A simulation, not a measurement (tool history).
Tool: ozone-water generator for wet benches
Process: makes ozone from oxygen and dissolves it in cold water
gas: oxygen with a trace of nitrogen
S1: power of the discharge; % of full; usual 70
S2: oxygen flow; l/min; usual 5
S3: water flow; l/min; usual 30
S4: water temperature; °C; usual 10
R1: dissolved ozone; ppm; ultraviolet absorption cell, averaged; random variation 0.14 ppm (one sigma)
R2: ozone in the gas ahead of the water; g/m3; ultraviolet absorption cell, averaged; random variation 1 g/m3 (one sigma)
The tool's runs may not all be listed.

{"run": 1, "day": 0.0, "S1": 70, "S2": 5, "S3": 30, "S4": 10, "R1": 15.9, "R2": 172.4}
{"run": 2, "day": 3.138, "S1": 70, "S2": 5, "S3": 30, "S4": 10, "R1": 15.7, "R2": 171.6}
{"run": 3, "day": 9.871, "S1": 70, "S2": 5, "S3": 30, "S4": 10, "R1": 15.5, "R2": 172.5}
{"run": 4, "day": 14.904, "S1": 70, "S2": 5, "S3": 30, "S4": 10, "R1": 15.6, "R2": 170.7}
{"day": 18.8, "done": "contactor cleaned"}
{"run": 5, "day": 20.142, "S1": 70, "S2": 5, "S3": 30, "S4": 10, "R1": 14.8, "R2": 171.2}
{"run": 6, "day": 24.338, "S1": 70, "S2": 5, "S3": 30, "S4": 10, "R1": 14.9, "R2": 169.7}
{"run": 7, "day": 31.162, "S1": 70, "S2": 7.81, "S3": 30, "S4": 10, "R1": 14.6, "R2": 124.9}
{"run": 8, "day": 36.342, "S1": 70, "S2": 7.81, "S3": 30, "S4": 10, "R1": 14.6, "R2": 125.2}
{"run": 9, "day": 39.579, "S1": 70, "S2": 7.81, "S3": 30, "S4": 10, "R1": 14.6, "R2": 125.6}
{"day": 43.238, "done": "contactor cleaned, once more"}
{"run": 10, "day": 43.283, "S1": 70, "S2": 7.81, "S3": 30, "S4": 10, "R1": 16.5, "R2": 124.2}
{"run": 11, "day": 49.383, "S1": 70, "S2": 7.81, "S3": 30, "S4": 10, "R1": 16.7, "R2": 124.9}
{"run": 12, "day": 56.304, "S1": 70, "S2": 7.81, "S3": 30, "S4": 10, "R1": 16.2, "R2": 125.6}
{"run": 13, "day": 61.233, "S1": 70, "S2": 7.81, "S3": 30, "S4": 10, "R1": 16.3, "R2": 125.9}
{"run": 14, "day": 64.671, "S1": 70, "S2": 7.81, "S3": 30, "S4": 10, "R1": 15.9, "R2": 125.9}
{"run": 15, "day": 70.242, "S1": 70, "S2": 7.81, "S3": 30, "S4": 10, "R1": 16.2, "R2": 125}
{"run": 16, "day": 76.017, "S1": 70, "S2": 7.81, "S3": 30, "S4": 10, "R1": 16.1, "R2": 123.6}
{"run": 17, "day": 79.108, "S1": 60, "S2": 5, "S3": 30, "S4": 10, "R1": 15.1, "R2": 154.8}
{"run": 18, "day": 83.079, "S1": 60, "S2": 5, "S3": 34, "S4": 10, "R1": 13.3, "R2": 154.7}
{"run": 19, "day": 90.088, "S1": 70, "S2": 5, "S3": 30, "S4": 9, "R1": 16.3, "R2": 166.7}
{"run": 20, "day": 95.892, "S1": 70, "S2": 8.12, "S3": 30, "S4": 9, "R1": 16.4, "R2": 118.7}
{"run": 21, "day": 101.096, "S1": 70, "S2": 8.12, "S3": 34, "S4": 8, "R1": 14.3, "R2": 119.4}
{"run": 22, "day": 105.692, "S1": 53, "S2": 5, "S3": 30, "S4": 16, "R1": 13.3, "R2": 144.3}
{"run": 23, "day": 112.642, "S1": 53, "S2": 5, "S3": 19, "S4": 17, "R1": 19.2, "R2": 145}
{"day": 115.575, "done": "water thermometer calibrated"}
{"run": 24, "day": 117.512, "S1": 89, "S2": 4.24, "S3": 30, "S4": 17, "R1": 16.7, "R2": 207.2}
{"run": 25, "day": 123.538, "S1": 58, "S2": 4.42, "S3": 18, "S4": 5, "R1": 24.5, "R2": 162.9}
{"run": 26, "day": 126.729, "S1": 62, "S2": 5, "S3": 39, "S4": 6, "R1": 11.7, "R2": 155.9}
{"run": 27, "day": 131.308, "S1": 65, "S2": 5, "S3": 30, "S4": 10, "R1": 15.4, "R2": 157.5}
{"run": 28, "day": 134.208, "S1": 65, "S2": 5, "S3": 30, "S4": 10, "R1": 15.4, "R2": 157.2}
{"run": 29, "day": 137.975, "S1": 99, "S2": 5, "S3": 34, "S4": 10, "R1": 16.5, "R2": 196}
{"run": 30, "day": 141.792, "S1": 47, "S2": 3.2, "S3": 30, "S4": 10, "R1": 12.1, "R2": 182.4}
{"run": 31, "day": 145.0, "S1": 84, "S2": 4.29, "S3": 41, "S4": 15, "R1": 12, "R2": 200.7}
{"run": 32, "day": 149.267, "S1": 70, "S2": 2.88, "S3": 30, "S4": 6, "R1": 15.5, "R2": 237.6}
{"run": 33, "day": 156.0, "S1": 70, "S2": 2.88, "S3": 30, "S4": 6, "R1": 15.5, "R2": 237.5}

Forecast each of these 3 alternatives for the next run:
{"run": "A", "day": 159.392, "S1": 86, "S2": 3.78, "S3": 33, "S4": 10, "R1": "?", "R2": "?"}
{"run": "B", "day": 159.392, "S1": 70, "S2": 3.65, "S3": 39, "S4": 10, "R1": "?", "R2": "?"}
{"run": "C", "day": 159.392, "S1": 70, "S2": 6.23, "S3": 23, "S4": 9, "R1": "?", "R2": "?"}

run=A R1=15.2 R2=217.1
run=B R1=11.2 R2=200.4
run=C R1=20 R2=140.9
Without the tool's hidden state the same runs would have given:
run=A R1=16.9 R2=234.2
run=B R1=12.4 R2=214.6
run=C R1=22 R2=150.9
